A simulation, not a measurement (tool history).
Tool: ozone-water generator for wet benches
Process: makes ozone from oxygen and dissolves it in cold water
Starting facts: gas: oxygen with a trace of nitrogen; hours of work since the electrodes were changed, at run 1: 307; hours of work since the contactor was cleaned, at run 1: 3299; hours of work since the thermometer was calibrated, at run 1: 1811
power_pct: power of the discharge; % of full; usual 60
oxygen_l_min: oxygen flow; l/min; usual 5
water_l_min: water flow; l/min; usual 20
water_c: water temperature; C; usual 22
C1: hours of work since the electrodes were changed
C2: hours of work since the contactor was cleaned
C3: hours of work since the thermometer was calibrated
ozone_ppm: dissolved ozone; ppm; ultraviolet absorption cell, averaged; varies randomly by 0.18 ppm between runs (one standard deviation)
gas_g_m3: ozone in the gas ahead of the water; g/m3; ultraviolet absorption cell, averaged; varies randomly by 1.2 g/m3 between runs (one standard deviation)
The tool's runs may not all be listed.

{"run": 1, "hour": 0.0, "power_pct": 60, "oxygen_l_min": 5, "water_l_min": 20, "water_c": 22, "C1": 307, "C2": 3299, "C3": 1811, "ozone_ppm": 23.3, "gas_g_m3": 210.2}
{"run": 2, "hour": 19.9, "power_pct": 60, "oxygen_l_min": 5, "water_l_min": 20, "water_c": 22, "C1": 320, "C2": 3312, "C3": 1824, "ozone_ppm": 23.1, "gas_g_m3": 209.8}
{"run": 3, "hour": 41.0, "power_pct": 60, "oxygen_l_min": 5, "water_l_min": 20, "water_c": 22, "C1": 333, "C2": 3326, "C3": 1838, "ozone_ppm": 22.9, "gas_g_m3": 210.2}
{"run": 4, "hour": 62.9, "power_pct": 60, "oxygen_l_min": 7.37, "water_l_min": 20, "water_c": 22, "C1": 348, "C2": 3340, "C3": 1852, "ozone_ppm": 21.7, "gas_g_m3": 165.2}
{"run": 5, "hour": 76.6, "power_pct": 53, "oxygen_l_min": 5, "water_l_min": 20, "water_c": 22, "C1": 357, "C2": 3349, "C3": 1861, "ozone_ppm": 21.6, "gas_g_m3": 198.9}
{"run": 6, "hour": 90.2, "power_pct": 53, "oxygen_l_min": 5, "water_l_min": 20, "water_c": 22, "C1": 365, "C2": 3358, "C3": 1870, "ozone_ppm": 22, "gas_g_m3": 197.6}
{"run": 7, "hour": 111.1, "power_pct": 60, "oxygen_l_min": 5, "water_l_min": 20, "water_c": 22, "C1": 379, "C2": 3372, "C3": 1883, "ozone_ppm": 23.4, "gas_g_m3": 209.8}
{"run": 8, "hour": 132.0, "power_pct": 60, "oxygen_l_min": 5.37, "water_l_min": 20, "water_c": 22, "C1": 392, "C2": 3385, "C3": 1897, "ozone_ppm": 22.8, "gas_g_m3": 201.1}
{"run": 9, "hour": 153.2, "power_pct": 60, "oxygen_l_min": 5.37, "water_l_min": 15, "water_c": 22, "C1": 406, "C2": 3399, "C3": 1911, "ozone_ppm": 27.5, "gas_g_m3": 202.3}
{"hour": 159.6, "done": "contactor cleaned"}
{"run": 10, "hour": 187.4, "power_pct": 60, "oxygen_l_min": 4.57, "water_l_min": 15, "water_c": 22, "C1": 426, "C2": 18, "C3": 1930, "ozone_ppm": 28.2, "gas_g_m3": 222.3}
{"run": 11, "hour": 202.5, "power_pct": 60, "oxygen_l_min": 4.57, "water_l_min": 15, "water_c": 22, "C1": 436, "C2": 28, "C3": 1940, "ozone_ppm": 28, "gas_g_m3": 222.1}
{"run": 12, "hour": 221.4, "power_pct": 60, "oxygen_l_min": 4.57, "water_l_min": 15, "water_c": 22, "C1": 448, "C2": 40, "C3": 1952, "ozone_ppm": 28.2, "gas_g_m3": 222.8}
{"run": 13, "hour": 246.2, "power_pct": 82, "oxygen_l_min": 4.57, "water_l_min": 15, "water_c": 22, "C1": 464, "C2": 56, "C3": 1969, "ozone_ppm": 32.6, "gas_g_m3": 259.3}
{"run": 14, "hour": 276.8, "power_pct": 60, "oxygen_l_min": 5, "water_l_min": 20, "water_c": 22, "C1": 484, "C2": 76, "C3": 1988, "ozone_ppm": 22.5, "gas_g_m3": 210.3}
{"hour": 285.9, "done": "contactor cleaned, once more"}
{"run": 15, "hour": 303.4, "power_pct": 60, "oxygen_l_min": 5, "water_l_min": 20, "water_c": 22, "C1": 498, "C2": 11, "C3": 2003, "ozone_ppm": 23.4, "gas_g_m3": 210.9}
{"run": 16, "hour": 323.6, "power_pct": 60, "oxygen_l_min": 5, "water_l_min": 20, "water_c": 22, "C1": 512, "C2": 24, "C3": 2016, "ozone_ppm": 23.5, "gas_g_m3": 209.3}
{"run": 17, "hour": 345.8, "power_pct": 60, "oxygen_l_min": 5, "water_l_min": 20, "water_c": 22, "C1": 526, "C2": 39, "C3": 2031, "ozone_ppm": 23.5, "gas_g_m3": 207.6}
{"run": 18, "hour": 374.8, "power_pct": 43, "oxygen_l_min": 5, "water_l_min": 20, "water_c": 22, "C1": 545, "C2": 58, "C3": 2049, "ozone_ppm": 20.1, "gas_g_m3": 178.1}
{"run": 19, "hour": 403.2, "power_pct": 43, "oxygen_l_min": 5, "water_l_min": 20, "water_c": 22, "C1": 563, "C2": 76, "C3": 2068, "ozone_ppm": 19.9, "gas_g_m3": 176.4}
{"run": 20, "hour": 432.2, "power_pct": 49, "oxygen_l_min": 8.18, "water_l_min": 13, "water_c": 25, "C1": 582, "C2": 95, "C3": 2087, "ozone_ppm": 22.4, "gas_g_m3": 138.9}
{"run": 21, "hour": 456.6, "power_pct": 49, "oxygen_l_min": 8.18, "water_l_min": 13, "water_c": 25, "C1": 598, "C2": 111, "C3": 2102, "ozone_ppm": 22.8, "gas_g_m3": 139.9}
{"run": 22, "hour": 480.2, "power_pct": 49, "oxygen_l_min": 8.18, "water_l_min": 13, "water_c": 19, "C1": 613, "C2": 126, "C3": 2118, "ozone_ppm": 25.8, "gas_g_m3": 138.3}
{"run": 23, "hour": 495.9, "power_pct": 45, "oxygen_l_min": 5, "water_l_min": 17, "water_c": 24, "C1": 623, "C2": 136, "C3": 2128, "ozone_ppm": 22, "gas_g_m3": 182}
{"run": 24, "hour": 511.6, "power_pct": 45, "oxygen_l_min": 5, "water_l_min": 17, "water_c": 24, "C1": 634, "C2": 146, "C3": 2138, "ozone_ppm": 22.1, "gas_g_m3": 180.2}
{"run": 25, "hour": 536.3, "power_pct": 74, "oxygen_l_min": 5, "water_l_min": 17, "water_c": 24, "C1": 650, "C2": 162, "C3": 2154, "ozone_ppm": 28.1, "gas_g_m3": 233.8}
{"run": 26, "hour": 555.8, "power_pct": 68, "oxygen_l_min": 5, "water_l_min": 20, "water_c": 27, "C1": 662, "C2": 175, "C3": 2167, "ozone_ppm": 23.3, "gas_g_m3": 220.6}
{"run": 27, "hour": 587.2, "power_pct": 68, "oxygen_l_min": 5, "water_l_min": 20, "water_c": 27, "C1": 683, "C2": 196, "C3": 2187, "ozone_ppm": 23, "gas_g_m3": 222.6}
{"run": 28, "hour": 612.8, "power_pct": 51, "oxygen_l_min": 5, "water_l_min": 14, "water_c": 22, "C1": 699, "C2": 212, "C3": 2204, "ozone_ppm": 27.1, "gas_g_m3": 193}
{"run": 29, "hour": 636.6, "power_pct": 51, "oxygen_l_min": 8.86, "water_l_min": 13, "water_c": 17, "C1": 715, "C2": 228, "C3": 2219, "ozone_ppm": 26.9, "gas_g_m3": 134.9}
{"run": 30, "hour": 657.4, "power_pct": 98, "oxygen_l_min": 8.86, "water_l_min": 27, "water_c": 17, "C1": 728, "C2": 241, "C3": 2233, "ozone_ppm": 25.1, "gas_g_m3": 184.7}
{"run": 31, "hour": 679.3, "power_pct": 98, "oxygen_l_min": 3.4, "water_l_min": 24, "water_c": 19, "C1": 742, "C2": 255, "C3": 2247, "ozone_ppm": 27, "gas_g_m3": 338.7}
{"run": 32, "hour": 707.1, "power_pct": 98, "oxygen_l_min": 3.4, "water_l_min": 24, "water_c": 19, "C1": 760, "C2": 273, "C3": 2265, "ozone_ppm": 27, "gas_g_m3": 336.3}
{"run": 33, "hour": 738.2, "power_pct": 75, "oxygen_l_min": 5, "water_l_min": 21, "water_c": 22, "C1": 781, "C2": 293, "C3": 2285, "ozone_ppm": 25, "gas_g_m3": 232.7}
{"run": 34, "hour": 761.0, "power_pct": 75, "oxygen_l_min": 5, "water_l_min": 32, "water_c": 17, "C1": 795, "C2": 308, "C3": 2300, "ozone_ppm": 19.5, "gas_g_m3": 231.6}

Consider 3 possible next runs. They are alternatives, not a sequence: every one starts from the tool as it was left by run 34. What does each give?
{"run": "A", "hour": 780.8, "power_pct": 48, "oxygen_l_min": 3.21, "water_l_min": 20, "water_c": 22, "C1": 808, "C2": 321, "C3": 2313, "ozone_ppm": "?", "gas_g_m3": "?"}
{"run": "B", "hour": 780.8, "power_pct": 75, "oxygen_l_min": 3.15, "water_l_min": 32, "water_c": 17, "C1": 808, "C2": 321, "C3": 2313, "ozone_ppm": "?", "gas_g_m3": "?"}
{"run": "C", "hour": 780.8, "power_pct": 51, "oxygen_l_min": 7.81, "water_l_min": 20, "water_c": 25, "C1": 808, "C2": 321, "C3": 2313, "ozone_ppm": "?", "gas_g_m3": "?"}

run=A ozone_ppm=21.4 gas_g_m3=246.2
run=B ozone_ppm=18.3 gas_g_m3=309.7
run=C ozone_ppm=19 gas_g_m3=144.5
Take away the tool's hidden state, keep each run's random variation, and the runs would have read:
run=A ozone_ppm=22 gas_g_m3=251.2
run=B ozone_ppm=19 gas_g_m3=317.7
run=C ozone_ppm=19.6 gas_g_m3=147.6

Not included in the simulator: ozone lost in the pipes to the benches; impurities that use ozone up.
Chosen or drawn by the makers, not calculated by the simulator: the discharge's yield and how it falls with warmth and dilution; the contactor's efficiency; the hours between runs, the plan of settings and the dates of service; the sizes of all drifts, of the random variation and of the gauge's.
